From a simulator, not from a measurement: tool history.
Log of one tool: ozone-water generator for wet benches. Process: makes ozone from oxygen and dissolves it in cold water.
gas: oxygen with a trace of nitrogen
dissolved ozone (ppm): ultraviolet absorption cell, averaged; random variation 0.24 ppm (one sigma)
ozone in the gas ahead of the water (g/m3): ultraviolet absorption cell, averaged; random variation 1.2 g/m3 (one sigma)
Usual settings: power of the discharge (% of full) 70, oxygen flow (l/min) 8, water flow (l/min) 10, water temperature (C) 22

| run | day | power of the discharge (% of full) | oxygen flow (l/min) | water flow (l/min) | water temperature (C) | dissolved ozone (ppm) | ozone in the gas ahead of the water (g/m3) |
|---|---|---|---|---|---|---|---|
| 1 | 0 | 70 | 8 | 10 | 22 | 36.1 | 223.3 |
| 2 | 1.138 | 70 | 8 | 10 | 22 | 35.9 | 223.2 |
| 3 | 1.783 | 70 | 8 | 10 | 22 | 36.3 | 221.8 |
| 4 | 3.017 | 70 | 8 | 10 | 23 | 35.2 | 225.5 |
| 5 | 3.933 | 70 | 8 | 10 | 22 | 35.9 | 221.5 |
| 6 | 4.758 | 70 | 8 | 10 | 22 | 35.8 | 219.4 |
| 7 | 5.45 | 70 | 8 | 15 | 22 | 30.5 | 221.5 |
| 8 | 6.683 | 70 | 8 | 15 | 22 | 29.9 | 221.1 |
| 9 | 7.896 | 70 | 8 | 15 | 22 | 30 | 222.6 |
| 10 | 9.35 | 70 | 8 | 15 | 22 | 30.1 | 221.8 |
| 11 | 10.25 | 70 | 8 | 15 | 22 | 30.2 | 219.8 |
| 12 | 10.942 | 70 | 8 | 15 | 22 | 29.9 | 222.9 |
| 13 | 12.1 | 70 | 8 | 15 | 22 | 29.9 | 221.7 |
| 14 | 13.288 | 70 | 8 | 15 | 22 | 30.3 | 221.5 |
| 15 | 14.521 | 70 | 8 | 10 | 22 | 36.3 | 221.2 |
| 16 | 15.925 | 70 | 8 | 10 | 22 | 35.9 | 223.1 |
| 17 | 16.592 | 70 | 8 | 15 | 16 | 34.3 | 222.1 |
| 18 | 17.896 | 44 | 6.87 | 14 | 21 | 22.3 | 165.6 |
| 19 | 18.617 | 98 | 7.05 | 14 | 18 | 46.5 | 318.2 |
| 20 | 19.542 | 74 | 5.79 | 13 | 22 | 37.2 | 287.7 |
| 21 | 20.425 | 74 | 5.79 | 13 | 22 | 36.9 | 286.9 |
| 22 | 21.554 | 61 | 5.33 | 8 | 22 | 41 | 257.7 |
| 23 | 22.221 | 52 | 9.43 | 8 | 16 | 32.9 | 153.9 |
| 24 | 22.867 | 98 | 8 | 10 | 16 | 55.2 | 294.9 |
| 25 | 24.138 | 97 | 6.22 | 14 | 15 | 50.3 | 347.6 |
| 26 | 24.862 | 70 | 12.95 | 10 | 22 | 28.8 | 160.2 |
| 27 | 25.579 | 89 | 5.56 | 14 | 30 | 35.9 | 343.9 |
| 28 | 26.408 | 89 | 5.56 | 14 | 30 | 36.2 | 344.6 |
| 29 | 27.454 | 41 | 7.13 | 9 | 21 | 25.7 | 152 |
| 30 | 28.271 | 41 | 7.13 | 9 | 14 | 29.9 | 150.4 |
| 31 | 29.592 | 41 | 7.13 | 9 | 14 | 29.8 | 151.6 |
| 32 | 30.721 | 41 | 7.13 | 9 | 14 | 29.6 | 153.1 |

Hidden state or all else? Some run-to-run changes of dissolved ozone (ppm), split into what the settings, what came in and random variation would give without the hidden state, and what is left for the hidden state (with any gauge scatter that isn't in both results):
The hidden state here: yield of the discharge, % of new electrodes'; contactor's efficiency, % of a clean one's; true water temperature over the reading, C; drift of the gauge itself on ozone_ppm, %; drift of the gauge itself on gas_g_m3, %.
Run 18 -> 19: power of the discharge (% of full) 44 -> 98, oxygen flow (l/min) 6.87 -> 7.05, water temperature (C) 21 -> 18. dissolved ozone (ppm) +24.2: hidden state -0.7, all else +24.9.
Run 23 -> 24: power of the discharge (% of full) 52 -> 98, oxygen flow (l/min) 9.43 -> 8, water flow (l/min) 8 -> 10. dissolved ozone (ppm) +22.3: hidden state -0.8, all else +23.1.
Run 25 -> 26: power of the discharge (% of full) 97 -> 70, oxygen flow (l/min) 6.22 -> 12.95, water flow (l/min) 14 -> 10, water temperature (C) 15 -> 22. dissolved ozone (ppm) -21.5: hidden state +0.6, all else -22.1.

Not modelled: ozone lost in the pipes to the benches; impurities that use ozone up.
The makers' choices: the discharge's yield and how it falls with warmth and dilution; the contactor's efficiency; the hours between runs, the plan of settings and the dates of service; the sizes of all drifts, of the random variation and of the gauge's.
